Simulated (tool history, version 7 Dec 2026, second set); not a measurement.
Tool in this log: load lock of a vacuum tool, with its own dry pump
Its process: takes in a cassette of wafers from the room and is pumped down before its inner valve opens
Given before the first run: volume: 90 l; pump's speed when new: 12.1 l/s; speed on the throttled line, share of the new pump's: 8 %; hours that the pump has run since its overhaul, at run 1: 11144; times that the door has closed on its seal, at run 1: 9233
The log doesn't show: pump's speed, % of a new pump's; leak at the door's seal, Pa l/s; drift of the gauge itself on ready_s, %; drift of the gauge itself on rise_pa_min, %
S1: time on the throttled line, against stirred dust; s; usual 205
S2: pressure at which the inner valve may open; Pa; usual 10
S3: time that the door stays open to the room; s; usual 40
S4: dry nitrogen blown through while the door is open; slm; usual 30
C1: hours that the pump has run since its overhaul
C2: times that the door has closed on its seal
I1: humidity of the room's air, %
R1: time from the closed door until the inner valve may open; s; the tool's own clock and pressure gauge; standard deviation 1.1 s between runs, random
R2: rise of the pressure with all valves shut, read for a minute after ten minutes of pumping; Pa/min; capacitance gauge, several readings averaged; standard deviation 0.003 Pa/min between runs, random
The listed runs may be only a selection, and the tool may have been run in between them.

| run | hour | S1 | S2 | S3 | S4 | C1 | C2 | I1 | R1 | R2 |
|---|---|---|---|---|---|---|---|---|---|---|
| 1 | 0.0 | 205 | 10 | 40 | 30 | 11144 | 9233 | 46.6 | 262.1 | 0.054 |
| 2 | 266.1 | 205 | 10 | 40 | 30 | 11410 | 10080 | 42.5 | 263.8 | 0.055 |
| 3 | 512.6 | 205 | 10 | 40 | 30 | 11656 | 10864 | 47.6 | 260.9 | 0.064 |
| 4 | 900.0 | 205 | 10 | 40 | 30 | 12044 | 12098 | 46.0 | 260.7 | 0.074 |
| 5 | 1164.4 | 205 | 10 | 40 | 30 | 12308 | 12939 | 43.6 | 263.6 | 0.074 |
| 6 | 1391.6 | 205 | 10 | 40 | 30 | 12535 | 13663 | 43.8 | 263.2 | 0.075 |
| 7 | 1766.8 | 205 | 10 | 40 | 30 | 12911 | 14857 | 41.7 | 262.2 | 0.073 |
| 8 | 2020.9 | 205 | 10 | 40 | 30 | 13165 | 15666 | 48.3 | 263.8 | 0.083 |
| 9 | 2390.8 | 205 | 10 | 40 | 30 | 13535 | 16843 | 44.1 | 263.7 | 0.091 |
| 10 | 2806.0 | 205 | 10 | 40 | 30 | 13950 | 18165 | 41.0 | 263.6 | 0.091 |
| 11 | 3190.7 | 205 | 10 | 40 | 30 | 14334 | 19390 | 43.0 | 261.4 | 0.100 |
| 12 | 3442.6 | 205 | 10 | 40 | 30 | 14586 | 20192 | 47.5 | 264.0 | 0.106 |
| 13 | 3723.7 | 205 | 10 | 40 | 30 | 14867 | 21087 | 45.5 | 264.8 | 0.109 |
| 14 | 3964.7 | 205 | 10 | 40 | 30 | 15108 | 21854 | 44.7 | 265.8 | 0.115 |
| 15 | 4330.5 | 205 | 10 | 40 | 30 | 15474 | 23018 | 45.1 | 265.6 | 0.125 |
| 16 | 4550.9 | 205 | 10 | 40 | 30 | 15695 | 23720 | 45.6 | 265.3 | 0.122 |
| 17 | 4807.0 | 205 | 10 | 40 | 30 | 15951 | 24535 | 48.1 | 264.9 | 0.135 |
| 18 | 5139.3 | 205 | 10 | 40 | 30 | 16283 | 25593 | 47.7 | 265.8 | 0.145 |
| 19 | 5644.9 | 205 | 10 | 40 | 30 | 16789 | 27202 | 43.5 | 264.3 | 0.150 |
| 20 | 5961.7 | 205 | 15 | 40 | 8 | 17105 | 28211 | 45.1 | 262.3 | 0.174 |
| 21 | 6344.0 | 161 | 15 | 40 | 37 | 17488 | 29428 | 43.1 | 222.7 | 0.158 |
| 22 | 6818.4 | 368 | 10 | 43 | 30 | 17962 | 30938 | 46.3 | 414.9 | 0.179 |
| 23 | 7080.1 | 256 | 19 | 60 | 30 | 18224 | 31771 | 47.6 | 307.3 | 0.189 |
| 24 | 7355.4 | 355 | 12 | 56 | 16 | 18499 | 32647 | 45.8 | 398.2 | 0.207 |
| 25 | 7854.7 | 205 | 10 | 57 | 30 | 18998 | 34237 | 44.8 | 269.3 | 0.207 |
| 26 | 8282.5 | 113 | 10 | 79 | 30 | 19426 | 35599 | 48.0 | 186.1 | 0.228 |
| 27 | 8634.9 | 113 | 10 | 103 | 30 | 19779 | 36720 | 44.0 | 186.4 | 0.240 |
| 28 | 8976.7 | 349 | 8 | 222 | 30 | 20120 | 37809 | 42.6 | 399.7 | 0.265 |
| 29 | 9340.5 | 205 | 10 | 77 | 30 | 20484 | 38967 | 45.0 | 270.1 | 0.250 |
| 30 | 9841.4 | 201 | 8 | 36 | 10 | 20985 | 40561 | 44.3 | 267.1 | 0.277 |
| 31 | 10333.9 | 211 | 12 | 182 | 8 | 21478 | 42129 | 48.0 | 272.7 | 0.329 |
| 32 | 10690.1 | 182 | 7 | 213 | 30 | 21834 | 43263 | 46.0 | 250.1 | 0.313 |
| 33 | 11174.4 | 147 | 7 | 38 | 30 | 22318 | 44805 | 48.2 | 221.9 | 0.296 |
| 34 | 11545.1 | 147 | 7 | 38 | 30 | 22689 | 45985 | 44.3 | 221.7 | 0.313 |
| 35 | 12041.7 | 205 | 18 | 40 | 9 | 23185 | 47565 | 42.8 | 265.6 | 0.342 |
| 36 | 12368.8 | 205 | 10 | 25 | 30 | 23513 | 48607 | 45.6 | 270.9 | 0.345 |
|  | 12598.3 | dry pump taken out, an overhauled one fitted |
| 37 | 12792.8 | 107 | 10 | 40 | 9 | 194 | 49937 | 44.6 | 167.0 | 0.378 |

How would selected steps in R1 from run to run divide? Give the signed amount a tool lacking its hidden state would still show from settings, what came in and random variation, and the signed amount left for the hidden state, including any gauge scatter that is not in both of the compared results.
Run 21 -> 22: S1 161 -> 368, S2 15 -> 10, S3 40 -> 43, S4 37 -> 30. R1 +192.2 s: hidden state -2.2, all else +194.4.
Run 24 -> 25: S1 355 -> 205, S2 12 -> 10, S3 56 -> 57, S4 16 -> 30. R1 -128.9 s: hidden state +3.4, all else -132.3.
Run 27 -> 28: S1 113 -> 349, S2 10 -> 8, S3 103 -> 222. R1 +213.3 s: hidden state -3.8, all else +217.1.
Run 28 -> 29: S1 349 -> 205, S2 8 -> 10, S3 222 -> 77. R1 -129.6 s: hidden state +2.6, all else -132.2.
Run 36 -> 37: S1 205 -> 107, S3 25 -> 40, S4 30 -> 9, dry pump taken out, an overhauled one fitted. R1 -103.9 s: hidden state -13.8, all else -90.1.

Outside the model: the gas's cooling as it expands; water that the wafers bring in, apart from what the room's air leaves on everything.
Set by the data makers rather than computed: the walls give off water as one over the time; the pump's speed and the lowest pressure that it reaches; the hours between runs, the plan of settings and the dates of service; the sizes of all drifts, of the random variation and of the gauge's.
